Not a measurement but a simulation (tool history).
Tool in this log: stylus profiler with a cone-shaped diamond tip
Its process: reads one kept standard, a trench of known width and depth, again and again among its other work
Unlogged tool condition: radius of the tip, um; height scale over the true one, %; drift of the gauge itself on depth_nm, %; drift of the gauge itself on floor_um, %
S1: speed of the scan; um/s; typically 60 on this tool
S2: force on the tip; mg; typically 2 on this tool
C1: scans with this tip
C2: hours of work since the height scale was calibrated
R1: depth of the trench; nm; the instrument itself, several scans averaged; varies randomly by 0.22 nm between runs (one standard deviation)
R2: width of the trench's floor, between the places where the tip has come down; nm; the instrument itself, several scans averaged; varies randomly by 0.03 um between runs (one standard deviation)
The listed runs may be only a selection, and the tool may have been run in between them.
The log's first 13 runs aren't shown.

run,hour,S1,S2,C1,C2,R1,R2
14,154,98,2,5928,500,1008.96,94150
15,169.3,98,2,6008,506,1008.69,94170
16,185.8,98,2.32,6096,514,1009.5,94240
17,203.3,98,1.3,6188,521,1007.16,94060
18,214.8,60,2,6249,527,1009.21,94220
19,229.9,60,5.15,6329,533,1014.6,94230
20,237.8,60,5.15,6371,537,1014.8,94270
21,246.4,34,2.71,6416,541,1010.42,94240
# hour 247.7: height scale calibrated on a step standard
22,259.6,192,0.87,6483,5,1006.8,93620
23,274.3,60,1.1,6561,12,1007.23,94120
24,282.7,60,1.1,6605,16,1007.26,94110
25,295.6,208,5.89,6673,21,1016.87,94010
# hour 307.9: height scale calibrated on a step standard, once more
26,312.6,23,1.27,6760,2,1005.78,94170
27,327.8,50,4.45,6840,9,1012.24,94160
28,336.1,29,1.52,6885,13,1006.1,94190
29,346.5,122,2,6940,17,1007.21,93930
30,355.4,60,4.5,6987,21,1012.42,94100
31,365.3,19,4.35,7039,26,1012.09,94160
32,380,19,4.35,7117,32,1011.86,94130
33,397.6,36,3.91,7209,40,1010.93,94110
34,415.5,36,3.91,7304,48,1011.38,94060
35,433.4,46,4.39,7399,56,1012.31,94030
36,445.1,108,1.38,7460,61,1006.19,93810
37,463.1,106,4.43,7555,69,1012.48,93880

Predict each of these 3 candidate next runs independently; none follows another, all start after run 37:
A,471.8,22,1.2,7602,73,?,?
B,471.8,106,0.9,7602,73,?,?
C,471.8,136,3.08,7602,73,?,?

run,R1,R2
A,1005.32,93980
B,1004.93,93640
C,1009.65,93830
Without the tool's unlogged condition, the same runs would have read:
run,R1,R2
A,1004.67,95910
B,1004.27,95570
C,1009,95760
